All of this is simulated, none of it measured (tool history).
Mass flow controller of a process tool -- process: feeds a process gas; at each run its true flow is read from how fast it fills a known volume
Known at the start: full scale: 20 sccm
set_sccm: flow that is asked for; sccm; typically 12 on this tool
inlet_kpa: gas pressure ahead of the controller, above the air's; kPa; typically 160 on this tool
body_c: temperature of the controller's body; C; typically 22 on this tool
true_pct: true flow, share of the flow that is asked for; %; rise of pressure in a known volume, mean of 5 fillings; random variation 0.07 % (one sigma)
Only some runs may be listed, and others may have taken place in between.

run	hour	set_sccm	inlet_kpa	body_c	true_pct
1	0.0	12	160	22	98.79
2	129.2	12	160	22	98.72
3	226.3	12	234	22	99.08
4	389.0	12	160	28	98.17
5	535.6	12	160	28	98.09
6	685.9	12	222	28	98.15
7	853.4	12	160	22	98.53
8	936.5	12	160	22	98.45
9	1047.6	12	160	22	98.56
10	1187.7	12	160	22	98.34
11	1373.6	12	160	22	98.36
12	1500.7	12	160	22	98.35
13	1672.4	12	160	22	98.40
14	1830.0	12	160	22	98.49
15	1972.3	5	160	22	96.59
16	2065.4	12	160	24	98.04
17	2230.5	12	160	22	98.19
18	2388.1	12	160	22	98.16
19	2532.6	12	160	22	98.11
20	2676.1	4	267	30	95.44
21	2866.1	8	249	37	96.20
22	3027.0	8	249	37	96.14
23	3141.3	8	214	37	95.95
24	3333.1	3	160	22	94.61
25	3480.9	6	160	22	96.45
26	3640.6	10	194	31	96.87
27	3787.8	10	194	31	96.70
28	3869.2	6	179	32	95.35
29	3986.2	15	271	20	99.00
30	4065.4	12	207	22	98.01
31	4170.5	20	183	33	98.09
32	4276.7	13	179	29	97.43
33	4382.9	9	163	32	96.15
34	4515.3	9	163	32	96.11
35	4682.7	3	265	23	93.93
36	4801.8	3	224	27	93.44
37	4968.4	3	224	27	93.30

A few steps of true_pct between consecutive runs. Split each: what settings, incoming material and random variation would produce without the hidden state, and what is left over for the hidden state, along with gauge scatter present in only one of the two compared results (measured, and without hidden state):
Unlogged tool condition in this case: flow at rest that the sensor doesn't see, % of full scale; true flow over the shown one, %; drift of the gauge itself on true_pct, %.
Run 19 -> 20: set_sccm 12 -> 4, inlet_kpa 160 -> 267, body_c 22 -> 30. true_pct -2.67 %: hidden state -1.35, all else -1.32.
Run 23 -> 24: set_sccm 8 -> 3, inlet_kpa 214 -> 160, body_c 37 -> 22. true_pct -1.34 %: hidden state -1.94, all else +0.60.
Run 24 -> 25: set_sccm 3 -> 6. true_pct +1.84 %: hidden state +1.45, all else +0.39.
Run 28 -> 29: set_sccm 6 -> 15, inlet_kpa 179 -> 271, body_c 32 -> 20. true_pct +3.65 %: hidden state +0.97, all else +2.68.
Run 34 -> 35: set_sccm 9 -> 3, inlet_kpa 163 -> 265, body_c 32 -> 23. true_pct -2.18 %: hidden state -2.59, all else +0.41.

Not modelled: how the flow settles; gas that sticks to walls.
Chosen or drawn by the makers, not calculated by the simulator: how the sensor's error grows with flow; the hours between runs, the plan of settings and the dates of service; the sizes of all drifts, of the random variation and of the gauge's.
